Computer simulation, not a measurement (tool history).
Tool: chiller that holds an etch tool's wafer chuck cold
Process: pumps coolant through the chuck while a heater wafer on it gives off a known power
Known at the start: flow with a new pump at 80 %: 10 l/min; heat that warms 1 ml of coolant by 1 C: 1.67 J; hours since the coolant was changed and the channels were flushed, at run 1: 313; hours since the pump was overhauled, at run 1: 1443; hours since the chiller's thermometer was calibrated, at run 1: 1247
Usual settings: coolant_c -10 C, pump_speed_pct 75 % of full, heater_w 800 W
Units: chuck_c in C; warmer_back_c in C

| run | hour | coolant_c | pump_speed_pct | heater_w | hours since the coolant was changed and the channels were flushed | hours since the pump was overhauled | hours since the chiller's thermometer was calibrated | chuck_c | warmer_back_c |
|---|---|---|---|---|---|---|---|---|---|
| 1 | 0 | -10 | 75 | 800 | 313 | 1443 | 1247 | -2.56 | 3.23 |
| 2 | 71.6 | -10 | 75 | 800 | 385 | 1515 | 1319 | -2.52 | 3.2 |
| 3 | 145.8 | -10 | 68 | 800 | 459 | 1589 | 1393 | -1.75 | 3.59 |
| 4 | 231.1 | -15 | 75 | 800 | 544 | 1674 | 1478 | -7.49 | 3.25 |
| 5 | 280.7 | -10 | 75 | 800 | 594 | 1724 | 1528 | -2.45 | 3.24 |
| 6 | 348 | -10 | 75 | 916 | 661 | 1791 | 1595 | -1.38 | 3.66 |
| 7 | 390.1 | -6 | 99 | 481 | 703 | 1833 | 1637 | -2.25 | 1.48 |
| 8 | 427.4 | -18 | 68 | 481 | 740 | 1870 | 1675 | -12.95 | 2.21 |
| 9 | 482.8 | -18 | 68 | 481 | 796 | 1926 | 1730 | -12.88 | 2.15 |
| 10 | 553.9 | -10 | 75 | 417 | 867 | 1997 | 1801 | -5.9 | 1.66 |
| 11 | 621.9 | -14 | 78 | 417 | 935 | 2065 | 1869 | -10.04 | 1.62 |
| 12 | 675.3 | -12 | 75 | 1161 | 988 | 2118 | 1922 | -0.77 | 4.73 |

4 ways to go on from here, each from the tool as it stands after run 12. What would each give?
| A | 739.9 | -10 | 75 | 434 | 1053 | 2183 | 1987 | ? | ? |
| B | 739.9 | -3 | 88 | 800 | 1053 | 2183 | 1987 | ? | ? |
| C | 739.9 | -10 | 68 | 544 | 1053 | 2183 | 1987 | ? | ? |
| D | 739.9 | -10 | 75 | 937 | 1053 | 2183 | 1987 | ? | ? |

| run | chuck_c | warmer_back_c |
|---|---|---|
| A | -5.81 | 1.78 |
| B | 3.79 | 2.77 |
| C | -4.23 | 2.49 |
| D | -0.76 | 3.83 |
Without the tool's hidden state the same runs would have given:
| run | chuck_c | warmer_back_c |
|---|---|---|
| A | -6.25 | 1.68 |
| B | 3.19 | 2.62 |
| C | -4.76 | 2.36 |
| D | -1.5 | 3.62 |
